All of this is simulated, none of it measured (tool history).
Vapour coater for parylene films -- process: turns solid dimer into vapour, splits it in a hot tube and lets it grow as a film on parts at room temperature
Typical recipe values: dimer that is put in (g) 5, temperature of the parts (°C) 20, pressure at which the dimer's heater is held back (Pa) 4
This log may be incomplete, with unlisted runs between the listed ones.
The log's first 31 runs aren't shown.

run	day	dimer that is put in (g)	temperature of the parts (°C)	pressure at which the dimer's heater is held back (Pa)	thickness of the film (nm)
32	23.438	2	20	4.87	1710
33	24.142	6	27	2.64	5070
34	24.588	6	28	2.05	5140
35	25.358	5	12	6.4	4540
36	25.967	5	20	4	4320
37	27.008	5	20	4	4390
38	27.75	5	20	4	4360
39	28.517	6	20	4	5180
40	29.35	2	14	8.09	1740
41	30.371	2	19	4.71	1730
42	30.921	2	19	4.71	1750
43	31.979	2	21	4.71	1630
44	32.7	3	12	4	2880
45	33.442	2	24	4	1670

Predict each of these 3 candidate next runs independently; none follows another, all start after run 45:
A	34.488	5	20	2.57	?
B	34.488	5	24	6.61	?
C	34.488	2	15	4	?

run	thickness of the film (nm)
A	4630
B	3780
C	1880
The same runs, with their run-to-run variation unchanged, on a tool lacking any hidden condition would have given:
run	thickness of the film (nm)
A	4830
B	3950
C	1960

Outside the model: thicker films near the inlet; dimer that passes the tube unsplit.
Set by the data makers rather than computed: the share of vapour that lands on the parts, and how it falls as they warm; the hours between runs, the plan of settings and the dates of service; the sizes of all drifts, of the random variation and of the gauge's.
